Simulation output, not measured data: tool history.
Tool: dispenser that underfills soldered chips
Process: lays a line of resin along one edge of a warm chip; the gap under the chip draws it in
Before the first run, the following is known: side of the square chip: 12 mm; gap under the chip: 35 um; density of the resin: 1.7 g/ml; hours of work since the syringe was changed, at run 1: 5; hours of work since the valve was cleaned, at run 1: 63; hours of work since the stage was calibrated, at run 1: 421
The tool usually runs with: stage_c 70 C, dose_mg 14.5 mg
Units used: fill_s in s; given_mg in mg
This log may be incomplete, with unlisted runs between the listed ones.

run,hour,stage_c,dose_mg,hours of work since the syringe was changed,hours of work since the valve was cleaned,hours of work since the stage was calibrated,fill_s,given_mg
1,0.0,70,14.5,5,63,421,50.2,13.79
# hour 4.2: new syringe of resin
2,10.1,70,14.5,4,69,427,47.6,13.66
# hour 17.2: dispensing valve cleaned and set on the balance
# hour 18.4: new syringe of resin
3,18.4,70,14.5,0,1,432,40.7,14.47
4,25.1,70,12.7,4,5,436,49.0,12.59
# hour 31.9: new syringe of resin
5,40.0,70,14.5,5,14,445,49.3,14.33
# hour 45.1: new syringe of resin
6,51.0,70,14.5,4,21,452,46.7,14.21
# hour 58.3: new syringe of resin
7,60.5,70,14.5,1,27,458,42.3,14.07
8,68.9,70,14.5,7,32,463,52.9,14.12
# hour 71.3: new syringe of resin
9,81.6,55,18.3,7,40,471,90.1,17.73
# hour 84.6: new syringe of resin
10,91.7,59,14.1,5,47,478,73.6,13.57
# hour 98.0: new syringe of resin
11,99.7,59,17.1,1,52,483,62.1,16.43
12,108.0,69,16.5,6,57,488,52.9,15.76
# hour 111.5: new syringe of resin
13,120.2,69,16.5,6,65,496,52.1,15.61
# hour 124.0: new syringe of resin
14,128.5,69,16.5,3,70,501,45.0,15.57
# hour 134.9: dispensing valve cleaned and set on the balance
# hour 138.0: new syringe of resin
15,143.1,69,16.5,3,5,509,47.4,16.36
# hour 151.1: new syringe of resin
16,155.9,69,16.5,3,13,517,48.0,16.20

The logged runs with the hidden state left out (each run's random variation unchanged):
The tool's hidden condition here consists of: resin's viscosity, % of fresh resin's; dose that the valve gives, % of what is set; true chip temperature over the reading, C; drift of the gauge itself on fill_s, %; drift of the gauge itself on given_mg, %.
run,fill_s,given_mg
1,42.4,14.47
2,43.3,14.41
3,43.2,14.55
4,44.0,12.70
5,42.8,14.55
6,43.2,14.51
7,42.6,14.42
8,43.2,14.53
9,73.0,18.35
10,64.9,14.12
11,63.3,17.16
12,43.9,16.53
13,43.9,16.47
14,43.6,16.50
15,44.2,16.50
16,45.0,16.44
